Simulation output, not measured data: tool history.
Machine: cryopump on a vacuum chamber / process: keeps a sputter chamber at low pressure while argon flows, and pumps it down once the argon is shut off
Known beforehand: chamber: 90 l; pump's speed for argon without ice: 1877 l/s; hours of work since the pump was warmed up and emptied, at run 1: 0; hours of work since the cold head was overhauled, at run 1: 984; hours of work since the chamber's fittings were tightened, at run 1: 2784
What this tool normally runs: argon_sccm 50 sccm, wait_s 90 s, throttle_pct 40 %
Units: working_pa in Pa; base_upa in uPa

| run | hour | argon_sccm | wait_s | throttle_pct | hours of work since the pump was warmed up and emptied | hours of work since the cold head was overhauled | hours of work since the chamber's fittings were tightened | working_pa | base_upa |
|---|---|---|---|---|---|---|---|---|---|
| 1 | 0 | 50 | 90 | 40 | 0 | 984 | 2784 | 0.1131 | 2.2 |
| 2 | 50.5 | 50 | 90 | 40 | 39 | 1023 | 2824 | 0.1136 | 2.18 |
| 3 | 108.5 | 50 | 40 | 40 | 84 | 1068 | 2869 | 0.1138 | 2.67 |
| 4 | 160.5 | 50 | 90 | 40 | 125 | 1109 | 2909 | 0.1155 | 2.27 |
| 5 | 246.6 | 50 | 90 | 40 | 192 | 1175 | 2976 | 0.1149 | 2.33 |
| 6 | 323.8 | 50 | 90 | 40 | 251 | 1235 | 3036 | 0.1164 | 2.39 |
| 7 | 401.8 | 50 | 90 | 40 | 312 | 1296 | 3096 | 0.1173 | 2.49 |
| 8 | 453 | 50 | 90 | 40 | 352 | 1336 | 3136 | 0.1173 | 2.5 |
| 9 | 500.6 | 50 | 90 | 40 | 389 | 1373 | 3173 | 0.1177 | 2.58 |
| 10 | 580.3 | 50 | 90 | 40 | 451 | 1435 | 3235 | 0.1183 | 2.63 |
| 11 | 635.7 | 50 | 90 | 40 | 494 | 1478 | 3278 | 0.1198 | 2.74 |
| 12 | 714.5 | 50 | 90 | 40 | 555 | 1539 | 3339 | 0.1212 | 2.83 |
| 13 | 800.7 | 50 | 90 | 40 | 622 | 1606 | 3406 | 0.1213 | 2.89 |
| 14 | 882.4 | 50 | 90 | 40 | 685 | 1669 | 3470 | 0.1219 | 3 |
|  | 911.4 | leaking fittings of the chamber tightened, without venting |
| 15 | 962.3 | 50 | 90 | 40 | 746 | 1730 | 40 | 0.1239 | 0.6 |
| 16 | 1033.1 | 50 | 90 | 40 | 801 | 1785 | 95 | 0.1238 | 0.67 |
| 17 | 1113 | 50 | 90 | 40 | 863 | 1847 | 157 | 0.127 | 0.7 |
| 18 | 1188.2 | 40 | 95 | 17 | 921 | 1905 | 215 | 0.2217 | 0.74 |
|  | 1248.4 | pump warmed up, emptied and cooled again |
| 19 | 1248.4 | 27 | 140 | 44 | 0 | 1948 | 258 | 0.0553 | 0.61 |
| 20 | 1333.7 | 50 | 128 | 31 | 66 | 2014 | 324 | 0.1468 | 0.65 |
| 21 | 1399.4 | 76 | 83 | 40 | 117 | 2065 | 375 | 0.1739 | 0.84 |
| 22 | 1465.1 | 61 | 120 | 18 | 168 | 2116 | 426 | 0.3079 | 0.72 |
| 23 | 1540.4 | 55 | 241 | 54 | 227 | 2175 | 485 | 0.0953 | 0.64 |
| 24 | 1617.2 | 55 | 241 | 54 | 287 | 2235 | 544 | 0.0972 | 0.66 |
| 25 | 1673.9 | 28 | 87 | 22 | 330 | 2279 | 588 | 0.1166 | 0.96 |
| 26 | 1709 | 28 | 87 | 22 | 358 | 2306 | 616 | 0.118 | 0.95 |
| 27 | 1793.1 | 98 | 97 | 24 | 423 | 2371 | 681 | 0.384 | 1.01 |
| 28 | 1843 | 50 | 64 | 23 | 462 | 2410 | 720 | 0.2035 | 1.21 |
| 29 | 1918.8 | 73 | 47 | 18 | 521 | 2469 | 779 | 0.3791 | 1.46 |
| 30 | 1991.7 | 46 | 58 | 47 | 577 | 2525 | 835 | 0.0963 | 1.34 |
| 31 | 2049.8 | 21 | 90 | 54 | 623 | 2571 | 880 | 0.0395 | 1.21 |
| 32 | 2097.2 | 28 | 90 | 41 | 659 | 2607 | 917 | 0.0664 | 1.27 |
| 33 | 2146.1 | 35 | 90 | 20 | 697 | 2645 | 955 | 0.1662 | 1.29 |
| 34 | 2222.2 | 50 | 200 | 40 | 756 | 2704 | 1014 | 0.1242 | 1.15 |

Describe how what the log doesn't record of the tool's condition differs between the last listed run preceding each entry between runs and the first listed run following it.
From run 14 to run 15: leaking fittings of the chamber tightened, without venting (hour 911.4)
  pump's speed, % of a pump's without ice: 82.6 -> 81; cold plate's temperature, K: 12.58 -> 12.59; leak into the chamber, uPa l/s: 3980 -> 365
  measured value less the no-hidden-state value, working_pa: +0.0101 -> +0.0112 Pa; base_upa: +2.43 -> +0.08 uPa
From run 18 to run 19: pump warmed up, emptied and cooled again (hour 1248.4)
  pump's speed, % of a pump's without ice: 76.3 -> 99.8; cold plate's temperature, K: 12.64 -> 12.65; leak into the chamber, uPa l/s: 548 -> 590
  measured value less the no-hidden-state value, working_pa: +0.0117 -> +0.0004 Pa; base_upa: +0.23 -> +0.16 uPa

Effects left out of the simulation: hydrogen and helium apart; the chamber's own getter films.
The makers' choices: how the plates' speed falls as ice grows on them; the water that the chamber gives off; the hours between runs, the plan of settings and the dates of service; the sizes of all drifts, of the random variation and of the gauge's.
